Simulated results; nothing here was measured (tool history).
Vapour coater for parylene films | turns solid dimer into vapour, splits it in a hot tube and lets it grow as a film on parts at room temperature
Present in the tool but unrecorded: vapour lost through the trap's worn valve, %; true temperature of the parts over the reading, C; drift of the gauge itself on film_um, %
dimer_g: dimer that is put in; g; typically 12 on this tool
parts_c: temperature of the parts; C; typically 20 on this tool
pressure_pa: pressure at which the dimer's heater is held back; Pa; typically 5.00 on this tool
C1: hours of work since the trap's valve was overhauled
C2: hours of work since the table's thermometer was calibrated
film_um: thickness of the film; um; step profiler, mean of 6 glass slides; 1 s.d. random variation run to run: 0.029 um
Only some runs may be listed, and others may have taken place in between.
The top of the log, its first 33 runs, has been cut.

run 34 day=56.612 | dimer_g=12 parts_c=25 pressure_pa=6.49 | C1=86 C2=1539 | film_um=1.94
run 35 day=58.208 | dimer_g=12 parts_c=25 pressure_pa=6.49 | C1=104 C2=1556 | film_um=1.97
run 36 day=59.538 | dimer_g=12 parts_c=25 pressure_pa=6.49 | C1=119 C2=1571 | film_um=1.98
run 37 day=60.783 | dimer_g=12 parts_c=25 pressure_pa=6.49 | C1=132 C2=1585 | film_um=1.93
run 38 day=62.896 | dimer_g=12 parts_c=25 pressure_pa=6.49 | C1=156 C2=1608 | film_um=1.97
run 39 day=65.192 | dimer_g=12 parts_c=19 pressure_pa=2.94 | C1=181 C2=1634 | film_um=2.83
run 40 day=66.350 | dimer_g=12 parts_c=25 pressure_pa=10.37 | C1=194 C2=1646 | film_um=1.71
run 41 day=67.792 | dimer_g=6 parts_c=14 pressure_pa=2.42 | C1=210 C2=1662 | film_um=1.71
run 42 day=70.033 | dimer_g=6 parts_c=14 pressure_pa=2.42 | C1=235 C2=1687 | film_um=1.70

Predict each of these 3 candidate next runs independently; none follows another, all start after run 42:
run A day=71.767 | dimer_g=10 parts_c=14 pressure_pa=2.42 | C1=254 C2=1706 | film_um=?
run B day=71.767 | dimer_g=8 parts_c=23 pressure_pa=5.00 | C1=254 C2=1706 | film_um=?
run C day=71.767 | dimer_g=5 parts_c=14 pressure_pa=10.72 | C1=254 C2=1706 | film_um=?

run=A film_um=2.77
run=B film_um=1.45
run=C film_um=1.03
Stripped of hidden state, with their random variation kept, the same runs would have yielded:
run=A film_um=2.96
run=B film_um=1.61
run=C film_um=1.15

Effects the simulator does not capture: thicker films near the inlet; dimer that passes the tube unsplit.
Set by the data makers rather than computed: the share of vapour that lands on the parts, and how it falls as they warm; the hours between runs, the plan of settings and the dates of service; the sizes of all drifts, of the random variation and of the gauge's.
